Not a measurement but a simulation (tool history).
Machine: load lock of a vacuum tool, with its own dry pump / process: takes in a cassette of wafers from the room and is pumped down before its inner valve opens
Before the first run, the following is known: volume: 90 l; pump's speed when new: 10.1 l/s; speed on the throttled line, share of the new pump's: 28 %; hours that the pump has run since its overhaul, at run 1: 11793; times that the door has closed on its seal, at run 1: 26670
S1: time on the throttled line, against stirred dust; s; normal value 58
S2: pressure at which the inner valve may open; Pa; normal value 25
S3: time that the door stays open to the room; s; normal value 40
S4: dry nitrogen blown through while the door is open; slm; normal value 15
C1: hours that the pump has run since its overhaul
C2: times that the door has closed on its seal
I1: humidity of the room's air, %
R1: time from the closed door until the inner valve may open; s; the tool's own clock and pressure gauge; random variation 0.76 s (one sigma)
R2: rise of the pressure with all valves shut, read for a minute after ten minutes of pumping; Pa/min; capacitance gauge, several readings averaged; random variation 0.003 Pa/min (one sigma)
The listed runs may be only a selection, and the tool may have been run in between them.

run 1 hour=0.0 | S1=58 S2=25 S3=40 S4=15 | C1=11793 C2=26670 | I1=47.2 | R1=132.0 R2=0.124
-- hour=133.5 dry pump taken out, an overhauled one fitted
run 2 hour=197.7 | S1=58 S2=25 S3=33 S4=15 | C1=64 C2=27394 | I1=47.6 | R1=116.8 R2=0.122
run 3 hour=552.7 | S1=58 S2=25 S3=33 S4=15 | C1=419 C2=28735 | I1=47.5 | R1=118.0 R2=0.130
run 4 hour=946.8 | S1=58 S2=25 S3=40 S4=15 | C1=813 C2=30223 | I1=46.9 | R1=118.7 R2=0.148
run 5 hour=1197.7 | S1=74 S2=25 S3=40 S4=15 | C1=1064 C2=31170 | I1=46.5 | R1=128.7 R2=0.157
-- hour=1438.7 door's seal changed, seat wiped
run 6 hour=1550.5 | S1=74 S2=25 S3=40 S4=15 | C1=1415 C2=422 | I1=46.1 | R1=129.4 R2=0.025
run 7 hour=1915.1 | S1=74 S2=25 S3=40 S4=15 | C1=1780 C2=1798 | I1=43.2 | R1=130.0 R2=0.038
run 8 hour=2283.8 | S1=74 S2=25 S3=40 S4=15 | C1=2149 C2=3191 | I1=43.8 | R1=130.6 R2=0.041
run 9 hour=2660.9 | S1=74 S2=25 S3=40 S4=15 | C1=2526 C2=4615 | I1=43.5 | R1=130.3 R2=0.042
run 10 hour=2867.3 | S1=74 S2=25 S3=40 S4=15 | C1=2732 C2=5394 | I1=45.3 | R1=132.4 R2=0.035
run 11 hour=3083.4 | S1=58 S2=25 S3=40 S4=15 | C1=2948 C2=6210 | I1=43.6 | R1=120.8 R2=0.045
run 12 hour=3342.6 | S1=58 S2=25 S3=40 S4=15 | C1=3208 C2=7189 | I1=46.0 | R1=120.9 R2=0.044
run 13 hour=3569.3 | S1=58 S2=25 S3=40 S4=15 | C1=3434 C2=8045 | I1=46.2 | R1=121.9 R2=0.050
run 14 hour=3897.4 | S1=58 S2=25 S3=40 S4=15 | C1=3762 C2=9284 | I1=41.6 | R1=122.2 R2=0.055
run 15 hour=4273.9 | S1=58 S2=25 S3=40 S4=15 | C1=4139 C2=10705 | I1=44.2 | R1=122.2 R2=0.059
run 16 hour=4442.4 | S1=58 S2=25 S3=40 S4=15 | C1=4307 C2=11342 | I1=43.8 | R1=122.5 R2=0.061
run 17 hour=4663.7 | S1=58 S2=25 S3=40 S4=15 | C1=4529 C2=12177 | I1=49.1 | R1=122.7 R2=0.067
run 18 hour=4992.7 | S1=58 S2=25 S3=40 S4=15 | C1=4858 C2=13420 | I1=42.8 | R1=123.3 R2=0.067
run 19 hour=5360.7 | S1=58 S2=25 S3=115 S4=15 | C1=5226 C2=14809 | I1=49.1 | R1=124.7 R2=0.107
run 20 hour=5747.3 | S1=92 S2=25 S3=115 S4=15 | C1=5612 C2=16269 | I1=41.1 | R1=147.1 R2=0.104
run 21 hour=6020.6 | S1=58 S2=39 S3=28 S4=43 | C1=5886 C2=17301 | I1=44.0 | R1=120.7 R2=0.069
run 22 hour=6322.7 | S1=36 S2=27 S3=228 S4=18 | C1=6188 C2=18442 | I1=46.9 | R1=110.2 R2=0.150
run 23 hour=6512.7 | S1=30 S2=37 S3=40 S4=15 | C1=6378 C2=19159 | I1=44.8 | R1=101.8 R2=0.094
run 24 hour=6839.5 | S1=30 S2=37 S3=40 S4=15 | C1=6704 C2=20393 | I1=45.4 | R1=101.6 R2=0.101
run 25 hour=7184.0 | S1=30 S2=37 S3=40 S4=15 | C1=7049 C2=21694 | I1=43.4 | R1=103.8 R2=0.110
run 26 hour=7415.1 | S1=30 S2=37 S3=40 S4=15 | C1=7280 C2=22566 | I1=47.3 | R1=102.3 R2=0.119
run 27 hour=7577.4 | S1=30 S2=37 S3=40 S4=15 | C1=7442 C2=23180 | I1=43.6 | R1=103.6 R2=0.119
run 28 hour=7755.4 | S1=58 S2=22 S3=71 S4=7 | C1=7620 C2=23852 | I1=40.2 | R1=128.8 R2=0.143
run 29 hour=7957.9 | S1=58 S2=22 S3=71 S4=7 | C1=7823 C2=24616 | I1=41.1 | R1=128.6 R2=0.139
run 30 hour=8332.1 | S1=58 S2=22 S3=71 S4=7 | C1=8197 C2=26029 | I1=45.5 | R1=129.0 R2=0.159
run 31 hour=8691.2 | S1=41 S2=22 S3=71 S4=7 | C1=8556 C2=27385 | I1=49.8 | R1=119.6 R2=0.178
run 32 hour=8877.4 | S1=70 S2=19 S3=48 S4=15 | C1=8742 C2=28088 | I1=45.5 | R1=140.3 R2=0.155
run 33 hour=9192.8 | S1=70 S2=35 S3=48 S4=15 | C1=9058 C2=29279 | I1=44.7 | R1=132.9 R2=0.166
run 34 hour=9546.5 | S1=56 S2=38 S3=85 S4=41 | C1=9411 C2=30615 | I1=47.1 | R1=124.0 R2=0.164
run 35 hour=9720.6 | S1=58 S2=25 S3=163 S4=6 | C1=9586 C2=31272 | I1=41.0 | R1=129.1 R2=0.229
-- hour=9915.6 door's seal changed, seat wiped
run 36 hour=9942.9 | S1=75 S2=35 S3=155 S4=5 | C1=9806 C2=103 | I1=46.0 | R1=137.8 R2=0.098
run 37 hour=10288.7 | S1=75 S2=35 S3=155 S4=5 | C1=10152 C2=1409 | I1=43.1 | R1=137.8 R2=0.097
run 38 hour=10528.0 | S1=44 S2=20 S3=37 S4=12 | C1=10391 C2=2312 | I1=48.5 | R1=124.3 R2=0.036

Predict each of these 3 candidate next runs independently; none follows another, all start after run 38:
run A hour=10867.9 | S1=58 S2=28 S3=182 S4=5 | C1=10731 C2=3596 | I1=44.0 | R1=? R2=?
run B hour=10867.9 | S1=75 S2=20 S3=32 S4=29 | C1=10731 C2=3596 | I1=42.4 | R1=? R2=?
run C hour=10867.9 | S1=44 S2=43 S3=239 S4=12 | C1=10731 C2=3596 | I1=48.0 | R1=? R2=?

run=A R1=130.5 R2=0.115
run=B R1=146.1 R2=0.028
run=C R1=116.4 R2=0.110
What these runs would have given with no unlogged condition in the tool:
run=A R1=114.6 R2=0.108
run=B R1=130.9 R2=0.020
run=C R1=100.8 R2=0.102
